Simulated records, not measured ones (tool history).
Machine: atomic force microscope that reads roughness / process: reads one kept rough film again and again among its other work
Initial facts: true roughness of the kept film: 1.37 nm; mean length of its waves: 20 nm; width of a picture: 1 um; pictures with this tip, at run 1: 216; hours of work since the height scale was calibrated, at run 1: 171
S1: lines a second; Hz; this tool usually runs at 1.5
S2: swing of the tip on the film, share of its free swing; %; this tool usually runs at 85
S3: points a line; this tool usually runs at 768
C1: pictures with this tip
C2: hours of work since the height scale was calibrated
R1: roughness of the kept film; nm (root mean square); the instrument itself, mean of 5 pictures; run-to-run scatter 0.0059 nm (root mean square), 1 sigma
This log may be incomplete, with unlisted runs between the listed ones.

run	hour	S1	S2	S3	C1	C2	R1
1	0	1.5	85	768	216	171	1.003
2	8.8	1.5	85	768	228	175	1.006
3	24.5	1.5	85	768	248	183	0.996
# hour 32.3: new tip fitted
4	38.4	1.5	85	849	8	189	1.07
5	53	1.5	85	849	28	196	1.05
6	65.6	1.41	85	774	44	202	1.059
7	78	0.93	82	768	61	208	1.131
8	85	0.93	82	768	70	211	1.122
9	95.8	0.84	58	545	84	216	1.188

Run 10 is up next; what results do you expect?
10	105.2	0.84	72	876	97	221	?

R1: 1.163 nm (root mean square)
With no hidden state in the tool, this same run would have given R1 1.214 nm (root mean square).
